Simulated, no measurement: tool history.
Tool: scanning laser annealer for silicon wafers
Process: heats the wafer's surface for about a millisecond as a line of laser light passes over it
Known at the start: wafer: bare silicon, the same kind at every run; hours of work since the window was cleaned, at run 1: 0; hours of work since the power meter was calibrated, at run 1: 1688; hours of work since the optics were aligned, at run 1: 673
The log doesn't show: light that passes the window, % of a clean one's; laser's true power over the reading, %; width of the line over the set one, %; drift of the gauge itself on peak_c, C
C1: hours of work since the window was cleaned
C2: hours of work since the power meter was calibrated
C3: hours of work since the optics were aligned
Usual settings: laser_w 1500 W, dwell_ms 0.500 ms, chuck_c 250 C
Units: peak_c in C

run 1 day=0.000 | laser_w=1500 dwell_ms=0.500 chuck_c=250 | C1=0 C2=1688 C3=673 | peak_c=999
run 2 day=2.496 | laser_w=1500 dwell_ms=0.373 chuck_c=250 | C1=42 C2=1730 C3=714 | peak_c=888
run 3 day=5.738 | laser_w=1500 dwell_ms=0.373 chuck_c=250 | C1=96 C2=1784 C3=768 | peak_c=882
run 4 day=8.371 | laser_w=1500 dwell_ms=0.500 chuck_c=250 | C1=140 C2=1828 C3=812 | peak_c=992
run 5 day=11.379 | laser_w=1500 dwell_ms=0.500 chuck_c=250 | C1=190 C2=1878 C3=863 | peak_c=990
run 6 day=14.238 | laser_w=1500 dwell_ms=0.500 chuck_c=250 | C1=238 C2=1926 C3=910 | peak_c=985
run 7 day=16.988 | laser_w=1500 dwell_ms=0.500 chuck_c=212 | C1=284 C2=1972 C3=956 | peak_c=944
run 8 day=19.950 | laser_w=1500 dwell_ms=0.500 chuck_c=212 | C1=333 C2=2021 C3=1006 | peak_c=942
run 9 day=22.583 | laser_w=1500 dwell_ms=0.500 chuck_c=212 | C1=377 C2=2065 C3=1050 | peak_c=943
run 10 day=24.300 | laser_w=1500 dwell_ms=0.514 chuck_c=212 | C1=406 C2=2094 C3=1079 | peak_c=950
run 11 day=26.338 | laser_w=1500 dwell_ms=0.514 chuck_c=212 | C1=440 C2=2128 C3=1113 | peak_c=948
run 12 day=28.379 | laser_w=1500 dwell_ms=0.514 chuck_c=212 | C1=474 C2=2162 C3=1147 | peak_c=942
run 13 day=31.500 | laser_w=1500 dwell_ms=0.514 chuck_c=212 | C1=526 C2=2214 C3=1199 | peak_c=939
-- day=34.438 window over the wafer cleaned
run 14 day=34.438 | laser_w=1500 dwell_ms=0.514 chuck_c=212 | C1=0 C2=2262 C3=1247 | peak_c=975
run 15 day=37.221 | laser_w=1500 dwell_ms=0.514 chuck_c=212 | C1=47 C2=2308 C3=1293 | peak_c=977
run 16 day=39.554 | laser_w=1500 dwell_ms=0.514 chuck_c=212 | C1=85 C2=2347 C3=1332 | peak_c=971
run 17 day=41.321 | laser_w=1500 dwell_ms=0.514 chuck_c=212 | C1=115 C2=2377 C3=1362 | peak_c=970
run 18 day=43.329 | laser_w=1430 dwell_ms=0.365 chuck_c=274 | C1=149 C2=2411 C3=1395 | peak_c=871
run 19 day=46.383 | laser_w=1501 dwell_ms=0.371 chuck_c=274 | C1=200 C2=2462 C3=1446 | peak_c=900
run 20 day=48.683 | laser_w=1277 dwell_ms=0.532 chuck_c=250 | C1=238 C2=2500 C3=1485 | peak_c=911
run 21 day=51.529 | laser_w=1277 dwell_ms=0.472 chuck_c=271 | C1=286 C2=2548 C3=1532 | peak_c=884
run 22 day=53.354 | laser_w=1500 dwell_ms=0.449 chuck_c=250 | C1=316 C2=2578 C3=1563 | peak_c=936

Run 23 comes next. What will it give?
run 23 day=55.442 | laser_w=1503 dwell_ms=0.449 chuck_c=250 | C1=351 C2=2613 C3=1597 | peak_c=?

peak_c: 941 C
Without the tool's hidden state the same run would have given peak_c 972 C.
